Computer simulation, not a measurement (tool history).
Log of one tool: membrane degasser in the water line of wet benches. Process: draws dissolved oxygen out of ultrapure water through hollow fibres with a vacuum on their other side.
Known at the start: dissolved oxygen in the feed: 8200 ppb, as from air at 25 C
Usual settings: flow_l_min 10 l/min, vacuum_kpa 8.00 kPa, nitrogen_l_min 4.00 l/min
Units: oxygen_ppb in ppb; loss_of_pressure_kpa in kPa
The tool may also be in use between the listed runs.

{"run": 1, "hour": 0.0, "flow_l_min": 10, "vacuum_kpa": 8.0, "nitrogen_l_min": 4.0, "oxygen_ppb": 41.7, "loss_of_pressure_kpa": 52.94}
{"run": 2, "hour": 88.3, "flow_l_min": 10, "vacuum_kpa": 8.0, "nitrogen_l_min": 4.0, "oxygen_ppb": 42.5, "loss_of_pressure_kpa": 52.84}
{"run": 3, "hour": 207.5, "flow_l_min": 10, "vacuum_kpa": 8.0, "nitrogen_l_min": 4.0, "oxygen_ppb": 40.8, "loss_of_pressure_kpa": 52.55}
{"run": 4, "hour": 367.4, "flow_l_min": 10, "vacuum_kpa": 8.0, "nitrogen_l_min": 4.0, "oxygen_ppb": 40.7, "loss_of_pressure_kpa": 53.06}
{"run": 5, "hour": 465.7, "flow_l_min": 10, "vacuum_kpa": 8.0, "nitrogen_l_min": 4.0, "oxygen_ppb": 41.3, "loss_of_pressure_kpa": 52.97}
{"run": 6, "hour": 621.7, "flow_l_min": 10, "vacuum_kpa": 8.0, "nitrogen_l_min": 4.0, "oxygen_ppb": 42.1, "loss_of_pressure_kpa": 53.42}
{"run": 7, "hour": 737.0, "flow_l_min": 10, "vacuum_kpa": 8.0, "nitrogen_l_min": 7.02, "oxygen_ppb": 29.2, "loss_of_pressure_kpa": 53.06}
{"run": 8, "hour": 917.6, "flow_l_min": 10, "vacuum_kpa": 8.0, "nitrogen_l_min": 7.02, "oxygen_ppb": 29.6, "loss_of_pressure_kpa": 53.23}
{"run": 9, "hour": 1091.8, "flow_l_min": 10, "vacuum_kpa": 8.0, "nitrogen_l_min": 7.02, "oxygen_ppb": 28.8, "loss_of_pressure_kpa": 53.07}
{"hour": 1173.2, "done": "seals of the vacuum lines changed"}
{"run": 10, "hour": 1182.3, "flow_l_min": 10, "vacuum_kpa": 8.0, "nitrogen_l_min": 4.0, "oxygen_ppb": 41.7, "loss_of_pressure_kpa": 53.41}
{"run": 11, "hour": 1320.1, "flow_l_min": 10, "vacuum_kpa": 8.0, "nitrogen_l_min": 4.0, "oxygen_ppb": 42.5, "loss_of_pressure_kpa": 53.62}
{"run": 12, "hour": 1466.1, "flow_l_min": 10, "vacuum_kpa": 15.39, "nitrogen_l_min": 4.0, "oxygen_ppb": 86.5, "loss_of_pressure_kpa": 53.37}
{"run": 13, "hour": 1552.9, "flow_l_min": 10, "vacuum_kpa": 15.39, "nitrogen_l_min": 4.0, "oxygen_ppb": 86.0, "loss_of_pressure_kpa": 53.59}
{"run": 14, "hour": 1642.6, "flow_l_min": 10, "vacuum_kpa": 15.39, "nitrogen_l_min": 2.02, "oxygen_ppb": 155.4, "loss_of_pressure_kpa": 53.54}
{"run": 15, "hour": 1758.1, "flow_l_min": 10, "vacuum_kpa": 15.39, "nitrogen_l_min": 2.02, "oxygen_ppb": 156.5, "loss_of_pressure_kpa": 53.64}
{"run": 16, "hour": 1870.2, "flow_l_min": 9, "vacuum_kpa": 15.39, "nitrogen_l_min": 2.02, "oxygen_ppb": 140.6, "loss_of_pressure_kpa": 48.22}
{"run": 17, "hour": 1959.2, "flow_l_min": 10, "vacuum_kpa": 8.0, "nitrogen_l_min": 4.0, "oxygen_ppb": 41.6, "loss_of_pressure_kpa": 53.81}
{"run": 18, "hour": 2097.4, "flow_l_min": 10, "vacuum_kpa": 8.0, "nitrogen_l_min": 4.0, "oxygen_ppb": 41.5, "loss_of_pressure_kpa": 53.23}
{"run": 19, "hour": 2218.4, "flow_l_min": 16, "vacuum_kpa": 6.42, "nitrogen_l_min": 4.0, "oxygen_ppb": 71.4, "loss_of_pressure_kpa": 85.72}
{"run": 20, "hour": 2373.7, "flow_l_min": 16, "vacuum_kpa": 6.42, "nitrogen_l_min": 4.0, "oxygen_ppb": 73.8, "loss_of_pressure_kpa": 86.04}
{"run": 21, "hour": 2464.7, "flow_l_min": 7, "vacuum_kpa": 8.73, "nitrogen_l_min": 11.65, "oxygen_ppb": 12.6, "loss_of_pressure_kpa": 37.94}
{"run": 22, "hour": 2619.0, "flow_l_min": 7, "vacuum_kpa": 8.73, "nitrogen_l_min": 11.65, "oxygen_ppb": 11.8, "loss_of_pressure_kpa": 38.11}
{"run": 23, "hour": 2750.3, "flow_l_min": 10, "vacuum_kpa": 8.73, "nitrogen_l_min": 9.61, "oxygen_ppb": 26.0, "loss_of_pressure_kpa": 54.29}
{"run": 24, "hour": 2882.7, "flow_l_min": 10, "vacuum_kpa": 8.73, "nitrogen_l_min": 9.61, "oxygen_ppb": 26.3, "loss_of_pressure_kpa": 54.26}
{"run": 25, "hour": 3022.7, "flow_l_min": 9, "vacuum_kpa": 10.04, "nitrogen_l_min": 2.56, "oxygen_ppb": 67.9, "loss_of_pressure_kpa": 48.69}
{"run": 26, "hour": 3126.0, "flow_l_min": 8, "vacuum_kpa": 9.44, "nitrogen_l_min": 4.0, "oxygen_ppb": 37.3, "loss_of_pressure_kpa": 43.03}
{"run": 27, "hour": 3247.2, "flow_l_min": 8, "vacuum_kpa": 9.44, "nitrogen_l_min": 4.0, "oxygen_ppb": 36.3, "loss_of_pressure_kpa": 43.49}
{"hour": 3373.2, "done": "gauge calibrated"}
{"run": 28, "hour": 3373.2, "flow_l_min": 7, "vacuum_kpa": 8.0, "nitrogen_l_min": 4.31, "oxygen_ppb": 23.7, "loss_of_pressure_kpa": 37.32}
{"run": 29, "hour": 3492.0, "flow_l_min": 14, "vacuum_kpa": 8.0, "nitrogen_l_min": 9.67, "oxygen_ppb": 47.2, "loss_of_pressure_kpa": 73.77}
{"run": 30, "hour": 3594.3, "flow_l_min": 10, "vacuum_kpa": 6.62, "nitrogen_l_min": 4.0, "oxygen_ppb": 34.0, "loss_of_pressure_kpa": 52.58}
{"run": 31, "hour": 3723.1, "flow_l_min": 10, "vacuum_kpa": 5.89, "nitrogen_l_min": 9.13, "oxygen_ppb": 20.0, "loss_of_pressure_kpa": 52.89}
{"run": 32, "hour": 3878.8, "flow_l_min": 6, "vacuum_kpa": 5.89, "nitrogen_l_min": 9.13, "oxygen_ppb": 6.8, "loss_of_pressure_kpa": 31.58}
{"run": 33, "hour": 3975.2, "flow_l_min": 6, "vacuum_kpa": 5.89, "nitrogen_l_min": 9.13, "oxygen_ppb": 6.7, "loss_of_pressure_kpa": 32.25}

3 ways to go on from here, each from the tool as it stands after run 33. What would each give?
{"run": "A", "hour": 4120.2, "flow_l_min": 6, "vacuum_kpa": 5.89, "nitrogen_l_min": 10.0, "oxygen_ppb": "?", "loss_of_pressure_kpa": "?"}
{"run": "B", "hour": 4120.2, "flow_l_min": 8, "vacuum_kpa": 6.11, "nitrogen_l_min": 9.22, "oxygen_ppb": "?", "loss_of_pressure_kpa": "?"}
{"run": "C", "hour": 4120.2, "flow_l_min": 10, "vacuum_kpa": 6.16, "nitrogen_l_min": 4.62, "oxygen_ppb": "?", "loss_of_pressure_kpa": "?"}

run=A oxygen_ppb=6.1 loss_of_pressure_kpa=31.75
run=B oxygen_ppb=12.1 loss_of_pressure_kpa=42.48
run=C oxygen_ppb=27.9 loss_of_pressure_kpa=53.37
Without the tool's hidden state the same runs would have given:
run=A oxygen_ppb=6.1 loss_of_pressure_kpa=31.55
run=B oxygen_ppb=12.0 loss_of_pressure_kpa=42.21
run=C oxygen_ppb=27.8 loss_of_pressure_kpa=53.02
